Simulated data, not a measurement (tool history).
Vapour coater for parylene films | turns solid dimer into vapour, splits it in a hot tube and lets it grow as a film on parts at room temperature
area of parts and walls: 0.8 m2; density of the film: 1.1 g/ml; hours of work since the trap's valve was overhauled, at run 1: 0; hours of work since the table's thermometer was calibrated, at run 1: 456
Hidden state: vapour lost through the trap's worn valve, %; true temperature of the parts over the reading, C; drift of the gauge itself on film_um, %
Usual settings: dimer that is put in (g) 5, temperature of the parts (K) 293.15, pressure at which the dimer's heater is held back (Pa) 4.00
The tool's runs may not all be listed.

| run | hour | dimer that is put in (g) | temperature of the parts (K) | pressure at which the dimer's heater is held back (Pa) | hours of work since the trap's valve was overhauled | hours of work since the table's thermometer was calibrated | thickness of the film (nm) |
|---|---|---|---|---|---|---|---|
| 1 | 0.0 | 5 | 293.15 | 4.00 | 0 | 456 | 3330 |
| 2 | 22.5 | 5 | 293.15 | 4.00 | 15 | 470 | 3340 |
| 3 | 54.2 | 5 | 293.15 | 4.00 | 36 | 491 | 3200 |
| 4 | 77.3 | 5 | 293.15 | 4.00 | 51 | 507 | 3220 |
| 5 | 109.9 | 5 | 293.15 | 4.00 | 73 | 528 | 3210 |
| 6 | 125.3 | 5 | 293.15 | 4.00 | 83 | 538 | 3190 |
| 7 | 143.3 | 5 | 288.15 | 4.00 | 95 | 550 | 4030 |
| 8 | 161.4 | 5 | 288.15 | 4.00 | 107 | 562 | 3980 |
| 9 | 186.5 | 5 | 288.15 | 4.00 | 123 | 579 | 4090 |
| 10 | 221.0 | 4 | 293.15 | 2.81 | 146 | 602 | 2750 |
| 11 | 254.3 | 3 | 298.15 | 2.81 | 168 | 624 | 1590 |
| 12 | 284.7 | 5 | 293.15 | 3.21 | 188 | 644 | 3240 |
| 13 | 304.9 | 2 | 289.15 | 4.00 | 201 | 657 | 1490 |
| 14 | 320.4 | 8 | 295.15 | 3.80 | 212 | 667 | 4510 |
| 15 | 350.4 | 8 | 295.15 | 3.80 | 231 | 687 | 4520 |
| 16 | 386.4 | 8 | 295.15 | 3.80 | 255 | 711 | 4470 |
| 17 | 405.6 | 5 | 304.15 | 5.29 | 268 | 723 | 1650 |
| 18 | 423.2 | 5 | 293.15 | 2.73 | 280 | 735 | 3290 |

The same runs without the tool's hidden state, with the same run-to-run variation:
| run | thickness of the film (nm) |
|---|---|
| 1 | 3410 |
| 2 | 3430 |
| 3 | 3320 |
| 4 | 3350 |
| 5 | 3360 |
| 6 | 3350 |
| 7 | 4250 |
| 8 | 4210 |
| 9 | 4350 |
| 10 | 2940 |
| 11 | 1720 |
| 12 | 3530 |
| 13 | 1630 |
| 14 | 4940 |
| 15 | 4980 |
| 16 | 4960 |
| 17 | 1850 |
| 18 | 3690 |

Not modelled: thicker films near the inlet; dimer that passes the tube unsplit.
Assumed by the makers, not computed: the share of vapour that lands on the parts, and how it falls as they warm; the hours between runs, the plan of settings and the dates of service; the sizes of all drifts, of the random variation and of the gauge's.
